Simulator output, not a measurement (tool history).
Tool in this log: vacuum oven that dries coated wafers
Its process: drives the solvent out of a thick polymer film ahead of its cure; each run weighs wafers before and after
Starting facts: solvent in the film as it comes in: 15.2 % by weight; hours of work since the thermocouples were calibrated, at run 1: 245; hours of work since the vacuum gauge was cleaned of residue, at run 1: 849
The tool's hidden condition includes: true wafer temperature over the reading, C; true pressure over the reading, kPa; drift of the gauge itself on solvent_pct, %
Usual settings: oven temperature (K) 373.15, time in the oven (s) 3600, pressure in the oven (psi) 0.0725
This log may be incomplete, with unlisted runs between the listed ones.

run	hour	oven temperature (K)	time in the oven (s)	pressure in the oven (psi)	hours of work since the thermocouples were calibrated	hours of work since the vacuum gauge was cleaned of residue	solvent left in the film (%)
1	0.0	373.15	3600	0.0725	245	849	2.62
2	7.3	373.15	3600	0.0725	248	853	2.64
3	17.6	373.15	5700	0.0725	253	858	1.24
4	34.5	373.15	3600	0.2479	261	866	3.24
5	44.9	373.15	3600	0.2479	266	871	3.36
6	60.8	373.15	3600	0.0725	274	878	2.68
7	69.0	373.15	3600	0.0725	278	882	2.70
8	83.9	373.15	3600	0.0725	285	889	2.63
9	91.5	365.15	3600	0.0725	289	893	4.75
10	105.3	373.15	3600	0.0725	295	900	2.79
11	117.7	375.15	3600	0.0725	301	906	2.29
12	125.3	375.15	3600	0.0725	305	909	2.28
# hour 128.2: vacuum gauge cleaned of residue and calibrated
13	141.1	375.15	3600	0.0725	312	6	2.27
14	156.4	375.15	3600	0.0725	319	14	2.27
15	171.5	370.15	3600	0.0725	326	21	3.47
16	184.8	370.15	3600	0.0725	333	27	3.50
17	200.3	365.15	3600	0.1252	340	35	4.96
18	213.7	373.15	3420	0.1920	346	41	3.40
19	221.5	373.15	3420	0.1920	350	45	3.29
# hour 227.7: vacuum gauge cleaned of residue and calibrated, once more
20	234.5	361.15	3600	0.0725	356	3	5.92
21	243.9	361.15	3600	0.0725	360	8	5.80
22	254.8	361.15	3600	0.0725	365	13	5.92
23	264.5	383.15	6420	0.0925	370	18	0.32
24	281.4	383.15	6420	0.0925	378	26	0.36
25	290.1	359.15	3600	0.1579	382	30	6.83

Each row is a separate what-if for the run after 25, all from the same tool condition, not one after another. Results?
A	300.3	381.15	2700	0.1691	387	35	?
B	300.3	373.15	3600	0.1527	387	35	?
C	300.3	359.15	2760	0.1579	387	35	?

run	solvent left in the film (%)
A	2.19
B	2.83
C	7.56
Without the tool's hidden state the same runs would have given:
run	solvent left in the film (%)
A	2.00
B	2.61
C	7.32

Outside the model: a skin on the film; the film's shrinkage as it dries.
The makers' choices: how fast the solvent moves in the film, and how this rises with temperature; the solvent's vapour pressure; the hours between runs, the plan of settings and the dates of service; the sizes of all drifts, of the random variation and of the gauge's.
